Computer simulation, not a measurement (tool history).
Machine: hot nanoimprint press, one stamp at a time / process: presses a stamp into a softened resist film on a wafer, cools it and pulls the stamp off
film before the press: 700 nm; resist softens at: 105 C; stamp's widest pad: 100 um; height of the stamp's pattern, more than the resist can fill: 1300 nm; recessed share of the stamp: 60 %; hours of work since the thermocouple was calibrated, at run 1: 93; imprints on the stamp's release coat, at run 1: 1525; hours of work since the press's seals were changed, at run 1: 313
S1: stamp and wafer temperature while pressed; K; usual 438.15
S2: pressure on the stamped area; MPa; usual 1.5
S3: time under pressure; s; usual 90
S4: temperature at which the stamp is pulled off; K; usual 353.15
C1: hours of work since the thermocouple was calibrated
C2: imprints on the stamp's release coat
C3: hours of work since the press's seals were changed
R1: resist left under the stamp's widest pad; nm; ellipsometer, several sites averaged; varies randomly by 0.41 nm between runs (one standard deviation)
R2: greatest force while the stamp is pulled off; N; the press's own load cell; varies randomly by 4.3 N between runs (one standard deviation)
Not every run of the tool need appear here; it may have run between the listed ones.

run,hour,S1,S2,S3,S4,C1,C2,C3,R1,R2
1,0,438.15,1.5,90,353.15,93,1525,313,253.3,212
2,16.3,438.15,0.99,90,353.15,105,1607,324,323.3,217
# hour 23.5: stamp cleaned and given a new release coat
3,31.3,438.15,0.99,90,353.15,111,39,331,322.1,209
4,42.3,438.15,1.5,90,353.15,119,95,338,253.2,206
5,56.9,438.15,1.5,90,353.15,130,169,349,253.5,221
6,68.2,438.15,1.5,90,353.15,138,226,357,253.5,209
7,83.4,438.15,1.5,90,353.15,149,302,368,253.5,212
8,91.8,438.15,1.5,90,353.15,155,345,374,253.1,215
9,109.5,438.15,1.5,90,353.15,167,434,386,252.4,219
10,126.6,438.15,1.5,90,353.15,180,520,399,251.7,206
11,138.5,428.15,1.5,90,353.15,188,580,407,416.2,215
12,156.8,428.15,1.5,90,353.15,201,672,420,416.1,213
13,171.9,428.15,1.5,90,353.15,212,749,431,415.1,220
14,186.8,428.15,1.5,90,353.15,223,824,442,414.3,206
15,199.2,428.15,1.5,90,353.15,232,886,451,413.1,212
16,206.9,438.15,1.5,146,353.15,237,925,456,212,220
17,225.3,444.15,1.5,90,341.15,250,1018,469,188.5,242
18,237.4,438.15,1.5,179,353.15,259,1079,478,196.9,213
19,250.7,438.15,1.5,95,353.15,268,1146,487,245.4,206
20,269.3,438.15,1.5,142,353.15,282,1240,501,213.1,214
21,277.6,438.15,1.5,142,353.15,288,1282,507,212.9,207
# hour 288.5: gauge calibrated
# hour 294.3: plate thermocouple calibrated
22,296.7,438.15,1.5,142,353.15,2,1362,518,216.9,212
23,311.6,438.15,1.5,142,353.15,12,1438,529,216.3,210
24,327.2,438.15,1.23,90,353.15,24,1516,540,284.8,214
25,343.1,438.15,0.9,114,341.15,35,1597,551,313.8,243
# hour 352.2: stamp cleaned and given a new release coat
26,363,438.15,0.9,114,347.15,45,55,561,314.1,226
27,379.2,438.15,0.9,114,347.15,56,136,573,313.4,238
28,391.5,447.15,1.5,135,353.15,65,198,582,142.2,212
29,400.7,447.15,1.5,135,353.15,72,245,588,143.2,209

Predict each of these 5 candidate next runs independently; none follows another, all start after run 29:
A,411.6,443.15,1.37,90,341.15,80,299,596,?,?
B,411.6,438.15,1.16,90,357.15,80,299,596,?,?
C,411.6,438.15,1.5,90,349.15,80,299,596,?,?
D,411.6,438.15,0.94,90,353.15,80,299,596,?,?
E,411.6,447.15,1.5,83,352.15,80,299,596,?,?

run,R1,R2
A,209.6,243
B,293.4,203
C,252.3,235
D,331.1,216
E,169.8,208
Without the tool's unlogged condition, the same runs would have read:
run,R1,R2
A,211,242
B,295.3,202
C,253.9,235
D,333.3,216
E,170.9,208

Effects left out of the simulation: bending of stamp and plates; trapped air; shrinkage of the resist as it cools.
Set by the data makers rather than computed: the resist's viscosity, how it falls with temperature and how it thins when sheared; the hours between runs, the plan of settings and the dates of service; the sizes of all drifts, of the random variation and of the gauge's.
